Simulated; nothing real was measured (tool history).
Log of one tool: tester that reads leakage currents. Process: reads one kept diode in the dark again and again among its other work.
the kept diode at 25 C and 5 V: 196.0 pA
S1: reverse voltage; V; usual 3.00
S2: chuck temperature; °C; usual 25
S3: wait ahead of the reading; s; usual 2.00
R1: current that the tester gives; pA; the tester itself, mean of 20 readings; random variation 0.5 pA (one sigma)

Run 1, hour 0.0: usual settings. Result: R1 184.86 pA.
Run 2, hour 83.6: usual settings but S1 6.24 V. Result: R1 238.89 pA.
Run 3, hour 128.0: usual settings but S1 6.24 V. Result: R1 239.36 pA.
Run 4, hour 214.1: usual settings but S1 6.24 V. Result: R1 240.39 pA.
Run 5, hour 276.9: usual settings but S1 6.24 V. Result: R1 242.58 pA.
Run 6, hour 381.0: usual settings but S1 6.24 V. Result: R1 245.31 pA.
Run 7, hour 445.4: usual settings but S1 6.24 V. Result: R1 245.26 pA.
At hour 509.6: probe card cleaned and baked.
Run 8, hour 558.3: usual settings but S1 6.24 V. Result: R1 235.95 pA.
At hour 586.4: chuck's temperature calibrated.
Run 9, hour 658.4: usual settings. Result: R1 169.93 pA.
Run 10, hour 760.4: usual settings. Result: R1 170.43 pA.
Run 11, hour 837.3: usual settings. Result: R1 172.24 pA.
Run 12, hour 932.7: usual settings. Result: R1 171.93 pA.
Run 13, hour 1004.9: usual settings. Result: R1 173.65 pA.
Run 14, hour 1055.2: usual settings. Result: R1 174.15 pA.
Run 15, hour 1150.4: usual settings. Result: R1 175.51 pA.
Run 16, hour 1197.7: usual settings. Result: R1 176.72 pA.
Run 17, hour 1272.7: usual settings but S1 3.25 V. Result: R1 182.14 pA.
Run 18, hour 1351.9: usual settings but S1 3.25 V. Result: R1 182.51 pA.
Run 19, hour 1451.7: usual settings but S1 3.25 V. Result: R1 183.63 pA.
Run 20, hour 1533.0: usual settings but S1 3.25 V. Result: R1 184.40 pA.
Run 21, hour 1609.0: usual settings but S1 14.26 V, S2 36 °C, S3 1.84 s. Result: R1 775.79 pA.
At hour 1631.9: tester calibrated.
Run 22, hour 1674.9: usual settings but S1 14.26 V, S2 36 °C, S3 1.84 s. Result: R1 758.12 pA.
Run 23, hour 1773.0: usual settings but S1 14.26 V, S2 36 °C, S3 1.84 s. Result: R1 761.86 pA.
Run 24, hour 1847.3: usual settings but S1 14.06 V, S2 35 °C, S3 0.96 s. Result: R1 703.66 pA.
Run 25, hour 1928.5: usual settings but S2 29 °C, S3 4.97 s. Result: R1 254.13 pA.
Run 26, hour 1981.1: usual settings but S1 1.15 V, S2 32 °C, S3 7.31 s. Result: R1 236.86 pA.
Run 27, hour 2063.9: usual settings but S1 1.15 V, S2 32 °C, S3 7.31 s. Result: R1 239.86 pA.
At hour 2120.4: probe card cleaned and baked.
Run 28, hour 2160.7: usual settings but S1 1.15 V, S2 20 °C, S3 7.31 s. Result: R1 81.52 pA.

The next listed run, before its measurement:
Run 29, hour 2215.4: usual settings but S1 1.15 V, S2 22 °C, S3 7.31 s. Result: R1 ?.

{"run 29": {"R1": 98.56}}
Without the tool's hidden state the same run would have given R1 92.82 pA.
